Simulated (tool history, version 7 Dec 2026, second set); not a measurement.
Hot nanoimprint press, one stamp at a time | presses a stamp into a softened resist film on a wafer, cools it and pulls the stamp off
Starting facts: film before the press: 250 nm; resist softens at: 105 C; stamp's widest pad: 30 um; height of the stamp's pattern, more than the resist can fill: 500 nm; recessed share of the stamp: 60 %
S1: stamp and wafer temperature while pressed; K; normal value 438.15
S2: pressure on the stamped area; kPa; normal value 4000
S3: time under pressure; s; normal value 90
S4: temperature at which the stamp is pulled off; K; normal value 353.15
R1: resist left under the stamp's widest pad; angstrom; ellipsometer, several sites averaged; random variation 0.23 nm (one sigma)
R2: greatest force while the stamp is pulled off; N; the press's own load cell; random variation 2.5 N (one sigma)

{"run": 1, "hour": 0.0, "S1": 438.15, "S2": 4000, "S3": 90, "S4": 353.15, "R1": 1195, "R2": 142}
{"run": 2, "hour": 41.6, "S1": 438.15, "S2": 4920, "S3": 90, "S4": 353.15, "R1": 1075, "R2": 154}
{"run": 3, "hour": 81.1, "S1": 438.15, "S2": 4000, "S3": 90, "S4": 353.15, "R1": 1196, "R2": 155}
{"run": 4, "hour": 130.8, "S1": 438.15, "S2": 4000, "S3": 90, "S4": 353.15, "R1": 1201, "R2": 164}
{"hour": 184.4, "done": "stamp cleaned and given a new release coat"}
{"run": 5, "hour": 185.2, "S1": 438.15, "S2": 4000, "S3": 90, "S4": 353.15, "R1": 1204, "R2": 112}
{"run": 6, "hour": 218.1, "S1": 438.15, "S2": 4000, "S3": 90, "S4": 353.15, "R1": 1206, "R2": 120}
{"hour": 224.1, "done": "plate thermocouple calibrated"}
{"run": 7, "hour": 271.5, "S1": 436.15, "S2": 4000, "S3": 90, "S4": 353.15, "R1": 1328, "R2": 126}

Run 8 comes next. What will it give?
{"run": 8, "hour": 320.0, "S1": 436.15, "S2": 2440, "S3": 49, "S4": 353.15, "R1": "?", "R2": "?"}

R1: 1903 angstrom
R2: 136 N
On a tool with no hidden condition, and with the same random variation, this run would have come out at R1 1880 angstrom, R2 115 N.
